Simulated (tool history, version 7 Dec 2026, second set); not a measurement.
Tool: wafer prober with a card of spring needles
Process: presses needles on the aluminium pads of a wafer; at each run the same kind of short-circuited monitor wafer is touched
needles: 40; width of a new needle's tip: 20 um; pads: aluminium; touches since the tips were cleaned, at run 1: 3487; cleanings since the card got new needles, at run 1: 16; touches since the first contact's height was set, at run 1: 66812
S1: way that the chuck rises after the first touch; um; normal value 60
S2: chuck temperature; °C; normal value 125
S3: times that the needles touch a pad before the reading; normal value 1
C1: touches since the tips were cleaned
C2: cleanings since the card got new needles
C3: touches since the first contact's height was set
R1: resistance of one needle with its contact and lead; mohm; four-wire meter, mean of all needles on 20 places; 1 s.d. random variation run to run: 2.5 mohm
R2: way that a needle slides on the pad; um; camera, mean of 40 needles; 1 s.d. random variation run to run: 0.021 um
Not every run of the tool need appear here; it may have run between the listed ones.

Run 1, hour 0.0: usual settings; C1 3487; C2 16; C3 66812. Result: R1 348 mohm, R2 12.63 um.
At hour 3.0: height of the first contact set anew.
At hour 9.1: tips cleaned on abrasive film.
Run 2, hour 13.2: usual settings; C1 1918; C2 17; C3 4775. Result: R1 376 mohm, R2 12.73 um.
At hour 25.0: tips cleaned on abrasive film.
Run 3, hour 32.3: usual settings; C1 3435; C2 18; C3 13684. Result: R1 345 mohm, R2 12.76 um.
At hour 40.5: tips cleaned on abrasive film.
Run 4, hour 44.4: usual settings; C1 1832; C2 19; C3 19341. Result: R1 330 mohm, R2 12.75 um.
At hour 56.2: tips cleaned on abrasive film.
Run 5, hour 59.3: usual settings; C1 1439; C2 20; C3 26260. Result: R1 317 mohm, R2 12.70 um.
At hour 71.6: tips cleaned on abrasive film.
Run 6, hour 78.2: usual settings but S1 43 um, S2 103 °C; C1 3138; C2 21; C3 35126. Result: R1 397 mohm, R2 9.03 um.
At hour 88.2: tips cleaned on abrasive film.
Run 7, hour 96.3: usual settings; C1 3786; C2 22; C3 43562. Result: R1 350 mohm, R2 12.66 um.
At hour 102.6: tips cleaned on abrasive film, once more.
Run 8, hour 111.3: usual settings; C1 4112; C2 23; C3 50572. Result: R1 354 mohm, R2 12.62 um.
At hour 119.0: tips cleaned on abrasive film.
Run 9, hour 127.6: usual settings but S1 44 um, S2 43 °C; C1 4026; C2 24; C3 58165. Result: R1 408 mohm, R2 9.22 um.
At hour 135.5: tips cleaned on abrasive film.
Run 10, hour 137.9: usual settings but S1 52 um, S2 42 °C; C1 1110; C2 25; C3 62945. Result: R1 318 mohm, R2 10.89 um.

Per-run results on a tool with no hidden state, each run keeping its own random variation:
What the log doesn't record here: debris on the tips, nm; way that the needles fall short of the set height, um; tips' diameter, um; drift of the gauge itself on contact_mohm, %; drift of the gauge itself on scrub_um, %.
run   R1     R2
  1  293  12.79
  2  287  12.73
  3  290  12.78
  4  291  12.80
  5  290  12.77
  6  292   9.13
  7  289  12.78
  8  294  12.76
  9  277   9.38
 10  271  11.08
